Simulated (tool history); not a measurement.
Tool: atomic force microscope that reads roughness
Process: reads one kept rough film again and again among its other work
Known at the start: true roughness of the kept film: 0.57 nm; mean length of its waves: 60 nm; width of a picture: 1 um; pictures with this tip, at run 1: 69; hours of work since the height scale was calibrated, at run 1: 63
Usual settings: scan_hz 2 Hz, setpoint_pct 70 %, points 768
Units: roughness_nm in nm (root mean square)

run     day  scan_hz  setpoint_pct  points  pictures with this tip  hours of work since the height scale was calibrated  roughness_nm
  1       0        2            70     768                      69                                                   63        0.5445
  2   0.508        2            70     768                      94                                                   71        0.5445
  3   0.967        2            70     768                     117                                                   79        0.5435
  4   1.262        2            76     768                     132                                                   84        0.5364
  5     1.7        2            56     768                     154                                                   91        0.5545
  6   2.221        2            70     768                     180                                                   99        0.5439
  7   2.725        2            70     522                     205                                                  108        0.5416
  8   3.179        2            70     522                     227                                                  115        0.5418
  9   3.533        2            63     768                     245                                                  121        0.5473
 10     4.1        2            63     768                     273                                                  130        0.5485
 11   4.588     1.77            70     768                     297                                                  138         0.544
 12   4.825     1.77            70     768                     309                                                  142         0.542
      4.896  -- new tip fitted
 13   5.375     1.77            70     768                      23                                                  150        0.5483
 14   5.925     1.77            70     768                      51                                                  159         0.547
 15   6.221     1.77            70     768                      65                                                  164        0.5471
 16   6.754     1.77            70     768                      92                                                  173        0.5467
 17   7.225      1.4            66     783                     115                                                  180        0.5524
 18   7.704     0.55            79     746                     139                                                  188        0.5543
 19   8.033     0.55            79     746                     155                                                  194        0.5544
 20     8.3     0.55            84     345                     169                                                  198        0.5504
 21   8.683     0.55            84     345                     188                                                  204        0.5502
 22   9.029     0.55            84     345                     205                                                  210        0.5496
 23   9.496     2.62            63     417                     228                                                  217        0.5439
 24     9.8        2            86     295                     243                                                  222        0.5177
 25  10.188        2            86     295                     262                                                  229        0.5172

Measured less the same run without the tool's hidden state. The same run-to-run variation is in both; the gauge's scatter may not be:
The hidden state here: radius of the tip, nm; height scale over the true one, %; drift of the gauge itself on roughness_nm, %.
run  roughness_nm
  1       -0.0012
  2       -0.0017
  3       -0.0022
  4       -0.0024
  5        -0.003
  6       -0.0033
  7       -0.0039
  8       -0.0042
  9       -0.0045
 10       -0.0051
 11       -0.0055
 12       -0.0057
 13       -0.0006
 14       -0.0011
 15       -0.0014
 16       -0.0018
 17       -0.0023
 18       -0.0028
 19        -0.003
 20       -0.0033
 21       -0.0036
 22       -0.0039
 23       -0.0044
 24       -0.0045
 25       -0.0048
